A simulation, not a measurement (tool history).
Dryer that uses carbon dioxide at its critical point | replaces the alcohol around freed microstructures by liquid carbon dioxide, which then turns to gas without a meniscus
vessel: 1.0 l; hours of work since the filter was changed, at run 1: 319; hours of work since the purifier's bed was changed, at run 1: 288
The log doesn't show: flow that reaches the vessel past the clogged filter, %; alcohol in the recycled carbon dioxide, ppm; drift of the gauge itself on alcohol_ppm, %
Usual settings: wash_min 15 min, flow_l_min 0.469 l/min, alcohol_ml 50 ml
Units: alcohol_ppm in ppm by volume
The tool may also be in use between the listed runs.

| run | hour | wash_min | flow_l_min | alcohol_ml | hours of work since the filter was changed | hours of work since the purifier's bed was changed | alcohol_ppm |
|---|---|---|---|---|---|---|---|
| 1 | 0 | 15 | 0.469 | 50 | 319 | 288 | 194 |
| 2 | 12.6 | 15 | 0.407 | 50 | 323 | 292 | 350 |
| 3 | 26.7 | 15 | 0.407 | 50 | 327 | 296 | 368 |
| 4 | 50 | 15 | 0.407 | 50 | 334 | 304 | 365 |
| 5 | 71.6 | 15 | 0.407 | 50 | 341 | 310 | 368 |
| 6 | 89.1 | 15 | 0.469 | 50 | 347 | 316 | 197 |
| 7 | 103.7 | 15 | 0.469 | 50 | 351 | 320 | 215 |
| 8 | 121.5 | 15 | 0.469 | 88 | 357 | 326 | 320 |
| 9 | 137.6 | 15 | 0.469 | 80 | 362 | 331 | 291 |
| 10 | 156.8 | 15 | 0.469 | 80 | 368 | 337 | 294 |
| 11 | 168.7 | 15 | 0.469 | 50 | 371 | 341 | 203 |
| 12 | 191.1 | 15 | 0.469 | 50 | 378 | 348 | 206 |
| 13 | 209.3 | 15 | 0.469 | 50 | 384 | 353 | 211 |
| 14 | 232.2 | 15 | 0.69 | 50 | 391 | 361 | 75 |
| 15 | 244.3 | 15 | 0.716 | 23 | 395 | 364 | 60 |
| 16 | 259.8 | 14 | 0.343 | 49 | 400 | 369 | 1003 |
| 17 | 283.2 | 23 | 0.343 | 98 | 407 | 377 | 217 |
| 18 | 301.1 | 11 | 0.6 | 62 | 413 | 382 | 356 |
| 19 | 311.4 | 9 | 0.6 | 27 | 416 | 385 | 409 |
| 20 | 332.7 | 9 | 0.6 | 27 | 423 | 392 | 410 |
| 21 | 346.3 | 9 | 0.6 | 27 | 427 | 396 | 398 |
| 22 | 371.7 | 9 | 0.6 | 27 | 435 | 404 | 400 |
| 23 | 393 | 9 | 0.6 | 27 | 441 | 411 | 416 |
| 24 | 414.2 | 9 | 0.6 | 27 | 448 | 417 | 424 |
| 25 | 425.3 | 11 | 0.433 | 26 | 452 | 421 | 633 |
| 26 | 441.7 | 20 | 0.513 | 77 | 457 | 426 | 91 |
| 27 | 465.9 | 20 | 0.513 | 77 | 464 | 434 | 90 |

Some steps in alcohol_ppm between neighbouring runs. How much of each would the tool show without its hidden state too (settings, what came in, random variation), and how much is left for the hidden state, with any gauge scatter that isn't in both results?
Run 15 -> 16: wash_min 15 -> 14, flow_l_min 0.716 -> 0.343, alcohol_ml 23 -> 49. alcohol_ppm +943 ppm by volume: hidden state +307, all else +636.
Run 16 -> 17: wash_min 14 -> 23, alcohol_ml 49 -> 98. alcohol_ppm -786 ppm by volume: hidden state -232, all else -554.
